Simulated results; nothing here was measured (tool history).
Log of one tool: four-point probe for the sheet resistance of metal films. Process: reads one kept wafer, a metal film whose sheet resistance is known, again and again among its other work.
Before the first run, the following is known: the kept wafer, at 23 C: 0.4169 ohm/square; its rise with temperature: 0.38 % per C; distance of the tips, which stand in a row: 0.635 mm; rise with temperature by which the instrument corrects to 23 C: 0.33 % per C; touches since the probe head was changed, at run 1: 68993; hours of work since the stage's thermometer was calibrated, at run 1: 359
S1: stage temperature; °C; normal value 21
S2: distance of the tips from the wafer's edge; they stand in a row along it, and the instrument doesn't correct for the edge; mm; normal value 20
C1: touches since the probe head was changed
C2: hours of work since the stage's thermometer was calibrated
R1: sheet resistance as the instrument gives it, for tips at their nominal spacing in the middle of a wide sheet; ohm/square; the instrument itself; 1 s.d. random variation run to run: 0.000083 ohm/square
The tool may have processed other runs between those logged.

run	day	S1	S2	C1	C2	R1
1	0.000	21	20	68993	359	0.421193
2	1.396	21	20	70371	384	0.421310
3	3.062	20	20	72018	415	0.421139
4	4.742	20	20	73676	446	0.421068
5	6.962	21	20	75866	486	0.421414
6	8.425	21	20	77309	513	0.421268
7	10.583	21	20	79439	552	0.421414
8	12.508	21	5	81340	587	0.424803
9	14.646	21	19	83453	626	0.421447
10	16.762	21	19	85540	665	0.421676
11	18.675	21	20	87429	700	0.421551
12	20.146	21	20	88881	727	0.421685
13	21.517	21	20	90232	752	0.421839
14	22.771	21	20	91472	775	0.421763
15	24.329	21	20	93009	803	0.421770
16	26.192	21	20	94849	837	0.421869
17	28.329	21	20	96958	876	0.421842
18	29.604	19	20	98218	899	0.421459
19	30.654	21	20	99251	918	0.421955
20	31.825	21	20	100407	940	0.422148
21	33.421	21	20	101983	969	0.422005
# day 34.700: new probe head fitted
22	34.854	21	20	151	994	0.415952
23	37.100	21	42	2368	1035	0.415558
24	39.017	32	33	4259	1070	0.418025
25	41.171	32	33	6388	1110	0.417988
26	43.212	32	33	8403	1147	0.418051
27	44.383	19	39	9559	1168	0.415560
28	46.650	21	19	11796	1210	0.416223
# day 46.796: stage's thermometer calibrated
29	47.792	20	16	12900	18	0.415814
30	48.800	20	16	13898	37	0.416056
31	49.983	30	20	15066	58	0.418029
32	52.008	28	5	17063	95	0.420704
33	53.888	21	13	18920	129	0.416580
34	56.367	21	6	21368	175	0.418480
35	58.233	34	9	23211	209	0.419745
36	59.954	34	13	24909	240	0.419243
# day 60.383: stage's thermometer calibrated, once more
37	61.696	21	67	26605	24	0.417162
38	62.742	21	67	27639	43	0.417119
39	64.804	21	67	29673	81	0.417196
40	66.446	34	11	31297	111	0.420486
41	67.858	34	31	32689	136	0.419811
42	70.008	18	24	34813	176	0.416712
43	71.692	34	20	36473	206	0.420186
44	73.375	34	20	38134	237	0.420213

Alternative continuations, all from the tool just after run 44; predict every row:
A	75.450	31	5	40183	275	?
B	75.450	21	20	40183	275	?
C	75.450	28	17	40183	275	?

run	R1
A	0.423168
B	0.417568
C	0.419108
Without the tool's unlogged condition, the same runs would have read:
run	R1
A	0.422219
B	0.416638
C	0.418169

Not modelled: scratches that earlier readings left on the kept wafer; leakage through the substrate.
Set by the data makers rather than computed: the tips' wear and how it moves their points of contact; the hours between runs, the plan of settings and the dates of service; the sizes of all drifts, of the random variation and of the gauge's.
